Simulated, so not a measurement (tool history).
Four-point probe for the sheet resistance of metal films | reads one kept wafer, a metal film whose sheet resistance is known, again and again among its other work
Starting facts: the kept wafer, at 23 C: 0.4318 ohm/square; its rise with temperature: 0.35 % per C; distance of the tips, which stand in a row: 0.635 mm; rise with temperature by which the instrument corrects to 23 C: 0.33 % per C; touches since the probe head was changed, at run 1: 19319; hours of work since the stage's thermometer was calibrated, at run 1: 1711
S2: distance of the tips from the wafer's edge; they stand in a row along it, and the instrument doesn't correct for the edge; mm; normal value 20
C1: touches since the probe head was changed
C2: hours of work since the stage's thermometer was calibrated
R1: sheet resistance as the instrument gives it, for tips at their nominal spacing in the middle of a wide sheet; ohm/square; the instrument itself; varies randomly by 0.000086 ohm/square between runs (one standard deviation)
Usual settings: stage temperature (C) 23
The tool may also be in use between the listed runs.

Run 1, hour 0.0: usual settings; C1 19319; C2 1711. Result: R1 0.431636 ohm/square.
Run 2, hour 46.3: usual settings; C1 20488; C2 1744. Result: R1 0.431477 ohm/square.
Run 3, hour 93.1: usual settings but S2 17 mm; C1 21667; C2 1778. Result: R1 0.431594 ohm/square.
Run 4, hour 138.4: usual settings but S2 31 mm; C1 22811; C2 1810. Result: R1 0.431203 ohm/square.
Run 5, hour 180.1: usual settings but S2 31 mm; C1 23864; C2 1840. Result: R1 0.431190 ohm/square.
Run 6, hour 228.2: usual settings but S2 12 mm; C1 25077; C2 1875. Result: R1 0.431678 ohm/square.
Run 7, hour 260.0: usual settings but S2 12 mm; C1 25878; C2 1897. Result: R1 0.431777 ohm/square.
Run 8, hour 318.3: usual settings but S2 12 mm; C1 27350; C2 1939. Result: R1 0.431560 ohm/square.
Run 9, hour 358.9: usual settings but S2 10 mm; C1 28373; C2 1968. Result: R1 0.431771 ohm/square.
Run 10, hour 409.6: usual settings; C1 29654; C2 2005. Result: R1 0.431073 ohm/square.
Run 11, hour 461.5: usual settings but stage temperature (C) 28; C1 30963; C2 2042. Result: R1 0.431384 ohm/square.
Run 12, hour 506.0: usual settings but stage temperature (C) 28; C1 32086; C2 2074. Result: R1 0.431287 ohm/square.
Run 13, hour 562.9: usual settings but stage temperature (C) 34; C1 33521; C2 2114. Result: R1 0.431862 ohm/square.
Run 14, hour 605.5: usual settings but S2 61 mm; C1 34596; C2 2145. Result: R1 0.430662 ohm/square.
Run 15, hour 654.2: usual settings but S2 61 mm; C1 35826; C2 2180. Result: R1 0.430651 ohm/square.
At hour 669.5: stage's thermometer calibrated.
Run 16, hour 695.7: usual settings but S2 61 mm; C1 36861; C2 19. Result: R1 0.431054 ohm/square.
Run 17, hour 729.5: usual settings but S2 61 mm; C1 37712; C2 43. Result: R1 0.430833 ohm/square.
Run 18, hour 762.4: usual settings but S2 61 mm; C1 38542; C2 67. Result: R1 0.430835 ohm/square.
Run 19, hour 818.1: usual settings but S2 37 mm; C1 39948; C2 106. Result: R1 0.430705 ohm/square.
Run 20, hour 876.1: usual settings but S2 5 mm; C1 41411; C2 148. Result: R1 0.434446 ohm/square.
Run 21, hour 912.8: usual settings; C1 42337; C2 174. Result: R1 0.430861 ohm/square.
Run 22, hour 954.1: usual settings but stage temperature (C) 35; C1 43380; C2 204. Result: R1 0.432104 ohm/square.
Run 23, hour 982.7: usual settings but stage temperature (C) 35; C1 44100; C2 224. Result: R1 0.431916 ohm/square.
Run 24, hour 1025.7: usual settings but S2 42 mm; C1 45187; C2 255. Result: R1 0.430763 ohm/square.
Run 25, hour 1083.4: usual settings but S2 42 mm; C1 46641; C2 296. Result: R1 0.430583 ohm/square.
Run 26, hour 1123.6: usual settings but S2 6 mm; C1 47656; C2 325. Result: R1 0.432911 ohm/square.
Run 27, hour 1180.2: usual settings but stage temperature (C) 26, S2 39 mm; C1 49084; C2 366. Result: R1 0.430726 ohm/square.
Run 28, hour 1227.9: usual settings but stage temperature (C) 26, S2 39 mm; C1 50288; C2 400. Result: R1 0.430760 ohm/square.
Run 29, hour 1262.8: usual settings but stage temperature (C) 26, S2 39 mm; C1 51167; C2 425. Result: R1 0.430698 ohm/square.
Run 30, hour 1287.1: usual settings but stage temperature (C) 30, S2 34 mm; C1 51782; C2 442. Result: R1 0.431095 ohm/square.
Run 31, hour 1314.2: usual settings but stage temperature (C) 21, S2 5 mm; C1 52465; C2 462. Result: R1 0.433614 ohm/square.
Run 32, hour 1339.4: usual settings but stage temperature (C) 31, S2 5 mm; C1 53101; C2 480. Result: R1 0.434690 ohm/square.
Run 33, hour 1375.2: usual settings but stage temperature (C) 34; C1 54003; C2 506. Result: R1 0.431466 ohm/square.
Run 34, hour 1421.7: usual settings but stage temperature (C) 24, S2 11 mm; C1 55178; C2 539. Result: R1 0.430987 ohm/square.
Run 35, hour 1455.2: usual settings but stage temperature (C) 24, S2 11 mm; C1 56021; C2 563. Result: R1 0.430921 ohm/square.
Run 36, hour 1512.5: usual settings but stage temperature (C) 24, S2 11 mm; C1 57468; C2 604. Result: R1 0.430898 ohm/square.
Run 37, hour 1563.5: usual settings but stage temperature (C) 22, S2 9 mm; C1 58755; C2 640. Result: R1 0.431033 ohm/square.
Run 38, hour 1619.0: usual settings but stage temperature (C) 32, S2 8 mm; C1 60155; C2 680. Result: R1 0.432207 ohm/square.
Run 39, hour 1660.4: usual settings but stage temperature (C) 32, S2 8 mm; C1 61201; C2 710. Result: R1 0.432162 ohm/square.
Run 40, hour 1684.8: usual settings but stage temperature (C) 30, S2 10 mm; C1 61817; C2 727. Result: R1 0.431446 ohm/square.
Run 41, hour 1718.3: usual settings but stage temperature (C) 32, S2 16 mm; C1 62661; C2 751. Result: R1 0.430902 ohm/square.
Run 42, hour 1770.4: usual settings but stage temperature (C) 32, S2 16 mm; C1 63976; C2 789. Result: R1 0.430749 ohm/square.
Run 43, hour 1809.5: usual settings but stage temperature (C) 32, S2 16 mm; C1 64961; C2 817. Result: R1 0.430810 ohm/square.
Run 44, hour 1846.2: usual settings but S2 6 mm; C1 65887; C2 843. Result: R1 0.432149 ohm/square.
Run 45, hour 1877.7: usual settings but stage temperature (C) 33, S2 32 mm; C1 66684; C2 866. Result: R1 0.430599 ohm/square.
Run 46, hour 1922.0: usual settings but stage temperature (C) 32, S2 52 mm; C1 67800; C2 897. Result: R1 0.430311 ohm/square.

Entry by entry between the runs, the difference in hidden state between the last listed run before and the first listed run after:
Logged between run 15 and run 16: stage's thermometer calibrated (hour 669.5)
  inner tips' distance over the nominal, %: -0.173 -> -0.183; tips' flats over new ones', %: 37 -> 38; wafer's true temperature over the reading, C: -0.3 -> -0.04
  measured result minus the result with no hidden state, R1: -0.001268 -> -0.000911 ohm/square

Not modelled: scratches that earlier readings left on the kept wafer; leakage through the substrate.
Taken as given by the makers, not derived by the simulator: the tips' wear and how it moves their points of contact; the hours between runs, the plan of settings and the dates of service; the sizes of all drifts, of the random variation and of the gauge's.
